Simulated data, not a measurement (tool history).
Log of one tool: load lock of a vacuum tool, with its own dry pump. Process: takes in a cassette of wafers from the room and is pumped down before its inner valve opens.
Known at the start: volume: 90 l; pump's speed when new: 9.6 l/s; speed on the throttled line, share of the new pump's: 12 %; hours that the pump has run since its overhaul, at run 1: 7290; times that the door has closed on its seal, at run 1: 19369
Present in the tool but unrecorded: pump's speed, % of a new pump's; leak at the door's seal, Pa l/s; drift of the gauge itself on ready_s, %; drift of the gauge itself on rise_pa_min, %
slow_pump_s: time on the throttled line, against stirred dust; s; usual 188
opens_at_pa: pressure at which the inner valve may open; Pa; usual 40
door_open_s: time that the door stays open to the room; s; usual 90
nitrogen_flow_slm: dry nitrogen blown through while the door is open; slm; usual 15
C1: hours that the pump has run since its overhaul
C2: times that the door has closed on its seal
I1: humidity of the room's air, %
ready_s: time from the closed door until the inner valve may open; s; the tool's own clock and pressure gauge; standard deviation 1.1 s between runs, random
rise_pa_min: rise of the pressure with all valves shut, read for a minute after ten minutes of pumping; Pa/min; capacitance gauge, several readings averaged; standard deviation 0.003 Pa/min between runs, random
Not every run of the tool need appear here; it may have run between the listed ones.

run 1 day=0.000 | slow_pump_s=188 opens_at_pa=40 door_open_s=90 nitrogen_flow_slm=15 | C1=7290 C2=19369 | I1=43.2 | ready_s=239.3 rise_pa_min=0.043
run 2 day=25.183 | slow_pump_s=188 opens_at_pa=40 door_open_s=90 nitrogen_flow_slm=15 | C1=7895 C2=22160 | I1=43.8 | ready_s=239.6 rise_pa_min=0.044
run 3 day=50.692 | slow_pump_s=188 opens_at_pa=40 door_open_s=90 nitrogen_flow_slm=15 | C1=8507 C2=24986 | I1=43.3 | ready_s=239.1 rise_pa_min=0.040
run 4 day=63.338 | slow_pump_s=188 opens_at_pa=40 door_open_s=90 nitrogen_flow_slm=15 | C1=8810 C2=26388 | I1=46.6 | ready_s=237.3 rise_pa_min=0.047
run 5 day=84.483 | slow_pump_s=188 opens_at_pa=40 door_open_s=90 nitrogen_flow_slm=15 | C1=9318 C2=28731 | I1=46.2 | ready_s=239.8 rise_pa_min=0.044
run 6 day=108.817 | slow_pump_s=188 opens_at_pa=40 door_open_s=90 nitrogen_flow_slm=15 | C1=9902 C2=31428 | I1=45.3 | ready_s=237.7 rise_pa_min=0.048
run 7 day=133.246 | slow_pump_s=188 opens_at_pa=43 door_open_s=90 nitrogen_flow_slm=15 | C1=10488 C2=34135 | I1=45.5 | ready_s=239.2 rise_pa_min=0.042
run 8 day=143.767 | slow_pump_s=188 opens_at_pa=43 door_open_s=90 nitrogen_flow_slm=13 | C1=10741 C2=35301 | I1=42.6 | ready_s=238.1 rise_pa_min=0.046
run 9 day=165.175 | slow_pump_s=188 opens_at_pa=43 door_open_s=90 nitrogen_flow_slm=13 | C1=11254 C2=37673 | I1=46.8 | ready_s=239.4 rise_pa_min=0.046
run 10 day=184.838 | slow_pump_s=188 opens_at_pa=40 door_open_s=194 nitrogen_flow_slm=15 | C1=11726 C2=39852 | I1=44.9 | ready_s=240.6 rise_pa_min=0.058
run 11 day=208.304 | slow_pump_s=128 opens_at_pa=59 door_open_s=94 nitrogen_flow_slm=15 | C1=12289 C2=42452 | I1=44.2 | ready_s=182.7 rise_pa_min=0.051
run 12 day=225.808 | slow_pump_s=128 opens_at_pa=59 door_open_s=94 nitrogen_flow_slm=15 | C1=12710 C2=44392 | I1=43.0 | ready_s=183.3 rise_pa_min=0.040
-- day=231.962 door's seal changed, seat wiped
run 13 day=247.558 | slow_pump_s=128 opens_at_pa=37 door_open_s=66 nitrogen_flow_slm=15 | C1=13230 C2=1728 | I1=45.4 | ready_s=186.9 rise_pa_min=0.041
run 14 day=262.888 | slow_pump_s=129 opens_at_pa=40 door_open_s=39 nitrogen_flow_slm=15 | C1=13598 C2=3427 | I1=44.9 | ready_s=187.2 rise_pa_min=0.031
run 15 day=284.975 | slow_pump_s=188 opens_at_pa=40 door_open_s=42 nitrogen_flow_slm=12 | C1=14128 C2=5875 | I1=45.8 | ready_s=240.4 rise_pa_min=0.036
run 16 day=297.917 | slow_pump_s=188 opens_at_pa=40 door_open_s=42 nitrogen_flow_slm=12 | C1=14439 C2=7309 | I1=42.2 | ready_s=240.5 rise_pa_min=0.028
run 17 day=317.425 | slow_pump_s=313 opens_at_pa=63 door_open_s=90 nitrogen_flow_slm=13 | C1=14907 C2=9471 | I1=44.7 | ready_s=342.6 rise_pa_min=0.044
run 18 day=342.600 | slow_pump_s=139 opens_at_pa=63 door_open_s=49 nitrogen_flow_slm=11 | C1=15511 C2=12261 | I1=43.9 | ready_s=191.2 rise_pa_min=0.035
run 19 day=357.375 | slow_pump_s=139 opens_at_pa=63 door_open_s=64 nitrogen_flow_slm=4 | C1=15866 C2=13898 | I1=43.9 | ready_s=192.3 rise_pa_min=0.042

3 ways to go on from here, each from the tool as it stands after run 19. What would each give?
run A day=368.371 | slow_pump_s=188 opens_at_pa=40 door_open_s=90 nitrogen_flow_slm=9 | C1=16130 C2=15117 | I1=44.3 | ready_s=? rise_pa_min=?
run B day=368.371 | slow_pump_s=301 opens_at_pa=33 door_open_s=213 nitrogen_flow_slm=4 | C1=16130 C2=15117 | I1=44.8 | ready_s=? rise_pa_min=?
run C day=368.371 | slow_pump_s=139 opens_at_pa=63 door_open_s=169 nitrogen_flow_slm=4 | C1=16130 C2=15117 | I1=45.5 | ready_s=? rise_pa_min=?

run=A ready_s=238.3 rise_pa_min=0.048
run=B ready_s=339.8 rise_pa_min=0.088
run=C ready_s=190.8 rise_pa_min=0.076
With the hidden condition removed and each run's random variation left untouched, the same runs would have given:
run=A ready_s=238.3 rise_pa_min=0.048
run=B ready_s=339.8 rise_pa_min=0.088
run=C ready_s=190.8 rise_pa_min=0.076

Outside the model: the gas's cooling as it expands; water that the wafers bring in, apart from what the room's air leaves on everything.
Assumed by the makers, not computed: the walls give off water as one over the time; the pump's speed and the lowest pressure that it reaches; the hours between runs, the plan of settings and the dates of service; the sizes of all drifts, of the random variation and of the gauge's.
